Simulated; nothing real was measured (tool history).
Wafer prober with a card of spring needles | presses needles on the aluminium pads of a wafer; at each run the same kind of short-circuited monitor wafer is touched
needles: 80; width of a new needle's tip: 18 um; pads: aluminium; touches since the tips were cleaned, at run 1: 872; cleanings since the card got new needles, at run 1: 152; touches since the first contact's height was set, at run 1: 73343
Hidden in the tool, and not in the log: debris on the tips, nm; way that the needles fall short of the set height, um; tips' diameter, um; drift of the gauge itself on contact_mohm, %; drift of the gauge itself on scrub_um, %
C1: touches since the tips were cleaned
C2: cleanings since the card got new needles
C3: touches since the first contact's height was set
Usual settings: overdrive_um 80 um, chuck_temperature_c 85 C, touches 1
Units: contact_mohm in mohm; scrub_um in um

run 1 hour=0.0 | overdrive_um=80 chuck_temperature_c=85 touches=1 | C1=872 C2=152 C3=73343 | contact_mohm=245 scrub_um=16.344
-- hour=4.1 height of the first contact set anew
-- hour=15.6 tips cleaned on abrasive film
-- hour=34.7 tips cleaned on abrasive film
-- hour=53.8 tips cleaned on abrasive film
run 2 hour=64.8 | overdrive_um=80 chuck_temperature_c=85 touches=1 | C1=5859 C2=155 C3=32029 | contact_mohm=268 scrub_um=16.294
-- hour=72.5 tips cleaned on abrasive film
-- hour=91.6 tips cleaned on abrasive film
-- hour=110.7 tips cleaned on abrasive film
run 3 hour=113.2 | overdrive_um=80 chuck_temperature_c=85 touches=1 | C1=1341 C2=158 C3=57526 | contact_mohm=249 scrub_um=16.272
-- hour=128.5 tips cleaned on abrasive film
-- hour=143.8 tips cleaned on abrasive film
-- hour=147.8 height of the first contact set anew
-- hour=163.1 tips cleaned on abrasive film
-- hour=171.0 height of the first contact set anew, once more
-- hour=178.7 tips cleaned on abrasive film
-- hour=197.8 tips cleaned on abrasive film
run 4 hour=210.0 | overdrive_um=80 chuck_temperature_c=85 touches=1 | C1=6478 C2=163 C3=20570 | contact_mohm=265 scrub_um=16.391
-- hour=213.9 tips cleaned on abrasive film
-- hour=229.2 tips cleaned on abrasive film
-- hour=248.3 tips cleaned on abrasive film
-- hour=267.4 tips cleaned on abrasive film
-- hour=286.4 tips cleaned on abrasive film
run 5 hour=300.7 | overdrive_um=80 chuck_temperature_c=85 touches=1 | C1=7586 C2=168 C3=68417 | contact_mohm=270 scrub_um=16.346
-- hour=304.6 tips cleaned on abrasive film
-- hour=316.3 height of the first contact set anew
-- hour=324.0 tips cleaned on abrasive film
-- hour=343.1 tips cleaned on abrasive film
-- hour=362.2 tips cleaned on abrasive film
run 6 hour=366.0 | overdrive_um=80 chuck_temperature_c=85 touches=1 | C1=2003 C2=172 C3=26161 | contact_mohm=257 scrub_um=16.398
-- hour=381.3 tips cleaned on abrasive film
-- hour=400.3 tips cleaned on abrasive film
-- hour=419.4 tips cleaned on abrasive film
-- hour=438.4 tips cleaned on abrasive film
run 7 hour=438.4 | overdrive_um=80 chuck_temperature_c=85 touches=1 | C1=0 C2=176 C3=64367 | contact_mohm=236 scrub_um=16.356
-- hour=457.5 tips cleaned on abrasive film
-- hour=461.6 height of the first contact set anew
-- hour=476.9 tips cleaned on abrasive film
-- hour=496.0 tips cleaned on abrasive film
run 8 hour=508.6 | overdrive_um=80 chuck_temperature_c=85 touches=1 | C1=6698 C2=179 C3=24816 | contact_mohm=269 scrub_um=16.386
-- hour=512.5 tips cleaned on abrasive film
-- hour=531.6 tips cleaned on abrasive film
-- hour=546.9 tips cleaned on abrasive film
-- hour=565.9 tips cleaned on abrasive film
-- hour=583.5 tips cleaned on abrasive film
run 9 hour=583.5 | overdrive_um=80 chuck_temperature_c=85 touches=1 | C1=0 C2=184 C3=64246 | contact_mohm=233 scrub_um=16.348
-- hour=598.7 tips cleaned on abrasive film
-- hour=606.6 height of the first contact set anew
-- hour=618.1 tips cleaned on abrasive film
run 10 hour=627.4 | overdrive_um=80 chuck_temperature_c=85 touches=1 | C1=4936 C2=186 C3=10976 | contact_mohm=264 scrub_um=16.406
-- hour=635.1 tips cleaned on abrasive film
-- hour=654.2 tips cleaned on abrasive film
-- hour=673.3 tips cleaned on abrasive film
-- hour=692.4 tips cleaned on abrasive film
-- hour=711.5 tips cleaned on abrasive film
run 11 hour=714.9 | overdrive_um=80 chuck_temperature_c=62 touches=1 | C1=1838 C2=191 C3=57103 | contact_mohm=248 scrub_um=16.355
-- hour=730.2 tips cleaned on abrasive film
-- hour=749.3 tips cleaned on abrasive film
-- hour=753.4 height of the first contact set anew
-- hour=768.7 tips cleaned on abrasive film
-- hour=787.7 tips cleaned on abrasive film
-- hour=806.8 tips cleaned on abrasive film
run 12 hour=813.0 | overdrive_um=80 chuck_temperature_c=62 touches=1 | C1=3252 C2=196 C3=31436 | contact_mohm=257 scrub_um=16.373
-- hour=824.4 tips cleaned on abrasive film
-- hour=843.5 tips cleaned on abrasive film
-- hour=858.8 tips cleaned on abrasive film
-- hour=877.9 tips cleaned on abrasive film
-- hour=896.8 tips cleaned on abrasive film
-- hour=897.1 height of the first contact set anew
run 13 hour=897.1 | overdrive_um=69 chuck_temperature_c=61 touches=1 | C1=0 C2=201 C3=0 | contact_mohm=233 scrub_um=14.158
-- hour=916.2 tips cleaned on abrasive film
-- hour=935.3 tips cleaned on abrasive film
-- hour=954.3 tips cleaned on abrasive film
-- hour=973.4 tips cleaned on abrasive film
run 14 hour=977.3 | overdrive_um=69 chuck_temperature_c=61 touches=1 | C1=2076 C2=205 C3=42337 | contact_mohm=262 scrub_um=14.115
-- hour=988.8 tips cleaned on abrasive film
-- hour=1007.9 tips cleaned on abrasive film
-- hour=1027.0 tips cleaned on abrasive film
run 15 hour=1027.7 | overdrive_um=77 chuck_temperature_c=39 touches=2 | C1=354 C2=208 C3=68857 | contact_mohm=227 scrub_um=15.730
-- hour=1042.9 tips cleaned on abrasive film
-- hour=1043.2 height of the first contact set anew
-- hour=1062.3 tips cleaned on abrasive film
-- hour=1081.4 tips cleaned on abrasive film
run 16 hour=1086.7 | overdrive_um=77 chuck_temperature_c=39 touches=2 | C1=2788 C2=211 C3=22918 | contact_mohm=237 scrub_um=15.775
-- hour=1098.2 tips cleaned on abrasive film
-- hour=1117.2 tips cleaned on abrasive film
-- hour=1132.5 tips cleaned on abrasive film
-- hour=1151.6 tips cleaned on abrasive film
run 17 hour=1166.5 | overdrive_um=77 chuck_temperature_c=39 touches=2 | C1=7906 C2=215 C3=65046 | contact_mohm=245 scrub_um=15.720
-- hour=1170.4 tips cleaned on abrasive film
-- hour=1189.5 tips cleaned on abrasive film
-- hour=1189.8 height of the first contact set anew
-- hour=1208.9 tips cleaned on abrasive film
-- hour=1227.9 tips cleaned on abrasive film
run 18 hour=1242.9 | overdrive_um=77 chuck_temperature_c=39 touches=2 | C1=7927 C2=219 C3=28057 | contact_mohm=244 scrub_um=15.787
-- hour=1246.8 tips cleaned on abrasive film
-- hour=1265.9 tips cleaned on abrasive film
-- hour=1285.0 tips cleaned on abrasive film
-- hour=1300.2 tips cleaned on abrasive film
-- hour=1319.3 tips cleaned on abrasive film
run 19 hour=1329.3 | overdrive_um=89 chuck_temperature_c=85 touches=2 | C1=5281 C2=224 C3=73599 | contact_mohm=253 scrub_um=18.185
-- hour=1333.4 height of the first contact set anew
-- hour=1337.3 tips cleaned on abrasive film
-- hour=1356.4 tips cleaned on abrasive film
-- hour=1375.4 tips cleaned on abrasive film
-- hour=1387.4 card fitted with new needles
-- hour=1405.4 tips cleaned on abrasive film
run 20 hour=1405.4 | overdrive_um=73 chuck_temperature_c=27 touches=3 | C1=0 C2=1 C3=9467 | contact_mohm=221 scrub_um=14.965
-- hour=1424.5 tips cleaned on abrasive film
-- hour=1443.6 tips cleaned on abrasive film
-- hour=1458.8 tips cleaned on abrasive film
-- hour=1476.9 tips cleaned on abrasive film
run 21 hour=1476.9 | overdrive_um=73 chuck_temperature_c=27 touches=3 | C1=0 C2=5 C3=47185 | contact_mohm=222 scrub_um=14.935
-- hour=1496.0 tips cleaned on abrasive film
-- hour=1515.1 tips cleaned on abrasive film
-- hour=1530.6 height of the first contact set anew
-- hour=1534.5 tips cleaned on abrasive film
-- hour=1553.5 tips cleaned on abrasive film
-- hour=1568.8 tips cleaned on abrasive film
run 22 hour=1577.4 | overdrive_um=98 chuck_temperature_c=27 touches=1 | C1=4527 C2=10 C3=24659 | contact_mohm=235 scrub_um=20.093

The next listed run, before its measurement:
-- hour=1585.1 tips cleaned on abrasive film
-- hour=1604.1 tips cleaned on abrasive film
-- hour=1619.4 tips cleaned on abrasive film
run 23 hour=1634.4 | overdrive_um=81 chuck_temperature_c=31 touches=1 | C1=7959 C2=13 C3=54764 | contact_mohm=? scrub_um=?

Run 23 gave contact_mohm 254 mohm, scrub_um 16.573 um.
Without the tool's hidden state the same run would have given contact_mohm 222 mohm, scrub_um 16.630 um.
